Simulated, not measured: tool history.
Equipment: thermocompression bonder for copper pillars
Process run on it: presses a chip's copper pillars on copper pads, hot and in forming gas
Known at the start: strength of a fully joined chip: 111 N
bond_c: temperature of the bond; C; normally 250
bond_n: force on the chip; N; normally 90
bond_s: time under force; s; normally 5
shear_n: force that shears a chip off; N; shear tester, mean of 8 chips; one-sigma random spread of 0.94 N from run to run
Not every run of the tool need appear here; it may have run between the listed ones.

run 1 hour=0 | bond_c=250 bond_n=90 bond_s=5 | shear_n=74.3
run 2 hour=44.1 | bond_c=250 bond_n=90 bond_s=5 | shear_n=72.8
run 3 hour=110.3 | bond_c=250 bond_n=90 bond_s=5 | shear_n=72.4
run 4 hour=155.2 | bond_c=250 bond_n=90 bond_s=5 | shear_n=72.4
run 5 hour=193.9 | bond_c=250 bond_n=90 bond_s=5 | shear_n=72.3
run 6 hour=236.5 | bond_c=250 bond_n=90 bond_s=5 | shear_n=71
run 7 hour=311.5 | bond_c=257 bond_n=90 bond_s=5 | shear_n=79.1
-- hour=349.8 forming gas filter changed
run 8 hour=369.7 | bond_c=242 bond_n=90 bond_s=5 | shear_n=63.7
run 9 hour=416.7 | bond_c=250 bond_n=90 bond_s=5 | shear_n=71.2
run 10 hour=454.3 | bond_c=250 bond_n=90 bond_s=5 | shear_n=71.8
-- hour=506.6 force cell calibrated
run 11 hour=508.8 | bond_c=250 bond_n=90 bond_s=5 | shear_n=65.5
run 12 hour=539.7 | bond_c=250 bond_n=90 bond_s=5 | shear_n=66.3
run 13 hour=605.3 | bond_c=250 bond_n=73 bond_s=5 | shear_n=54.5
-- hour=629.6 force cell calibrated, once more
run 14 hour=673.3 | bond_c=225 bond_n=90 bond_s=5 | shear_n=51.1
-- hour=703.1 forming gas filter changed
run 15 hour=730.2 | bond_c=225 bond_n=90 bond_s=9 | shear_n=63.2
run 16 hour=790.6 | bond_c=250 bond_n=77 bond_s=11 | shear_n=80.9
run 17 hour=865 | bond_c=274 bond_n=61 bond_s=11 | shear_n=88.8
run 18 hour=930.8 | bond_c=250 bond_n=66 bond_s=5 | shear_n=56.2
run 19 hour=991.1 | bond_c=250 bond_n=90 bond_s=3 | shear_n=60.8
run 20 hour=1038.6 | bond_c=248 bond_n=60 bond_s=3 | shear_n=40
-- hour=1053.1 forming gas filter changed
run 21 hour=1083.1 | bond_c=252 bond_n=79 bond_s=9 | shear_n=79.4
run 22 hour=1139.3 | bond_c=230 bond_n=61 bond_s=5 | shear_n=35.3
run 23 hour=1195.9 | bond_c=250 bond_n=62 bond_s=8 | shear_n=60
run 24 hour=1263.9 | bond_c=260 bond_n=103 bond_s=6 | shear_n=88.2
run 25 hour=1307.4 | bond_c=274 bond_n=103 bond_s=6 | shear_n=96.1
run 26 hour=1369.1 | bond_c=274 bond_n=103 bond_s=6 | shear_n=96
-- hour=1405.9 forming gas filter changed
run 27 hour=1440.5 | bond_c=274 bond_n=103 bond_s=6 | shear_n=100
-- hour=1448.9 heater calibrated with a thermocouple chip
run 28 hour=1507.8 | bond_c=250 bond_n=59 bond_s=3 | shear_n=43.8
run 29 hour=1577.7 | bond_c=250 bond_n=74 bond_s=8 | shear_n=73.5

3 options for the next run, each taken on its own from the tool as it stands now. Forecast them:
run A hour=1623.6 | bond_c=250 bond_n=90 bond_s=9 | shear_n=?
run B hour=1623.6 | bond_c=240 bond_n=74 bond_s=8 | shear_n=?
run C hour=1623.6 | bond_c=235 bond_n=92 bond_s=5 | shear_n=?

run=A shear_n=84
run=B shear_n=62.4
run=C shear_n=59.9
Without the tool's hidden state the same runs would have given:
run=A shear_n=89.9
run=B shear_n=68.4
run=C shear_n=65.9
